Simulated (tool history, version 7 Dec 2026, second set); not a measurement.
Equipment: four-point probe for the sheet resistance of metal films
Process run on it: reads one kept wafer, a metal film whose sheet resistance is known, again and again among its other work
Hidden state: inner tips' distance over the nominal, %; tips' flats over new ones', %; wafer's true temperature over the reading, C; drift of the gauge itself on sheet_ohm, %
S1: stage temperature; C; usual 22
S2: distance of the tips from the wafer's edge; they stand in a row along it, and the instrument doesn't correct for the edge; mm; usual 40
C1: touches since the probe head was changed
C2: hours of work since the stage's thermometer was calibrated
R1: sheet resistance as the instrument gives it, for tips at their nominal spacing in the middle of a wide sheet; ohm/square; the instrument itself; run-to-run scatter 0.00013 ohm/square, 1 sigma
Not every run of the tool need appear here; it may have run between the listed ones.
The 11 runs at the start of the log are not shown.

run,hour,S1,S2,C1,C2,R1
12,522.1,22,40,60002,1320,0.664422
13,556.6,19,40,61425,1340,0.662667
14,581.7,19,40,62464,1354,0.662738
15,615.8,19,40,63873,1374,0.662884
16,653.2,19,40,65418,1395,0.662966
17,682.0,19,40,66607,1412,0.662709
18,711.6,19,40,67830,1429,0.662776
19,761.6,27,16,69897,1458,0.669730
20,805.0,18,11,71689,1483,0.666743
21,843.5,28,15,73281,1505,0.670760
22,878.0,18,9,74709,1525,0.669168
23,938.5,30,3,77207,1559,0.727825
24,991.1,26,3,79380,1590,0.725190
25,1048.0,26,3,81733,1622,0.725453

For run 26, what comes out?
26,1106.0,26,3,84130,1656,?

{"run 26": {"R1": 0.725331}}
Without the tool's hidden state the same run would have given R1 0.720464 ohm/square.
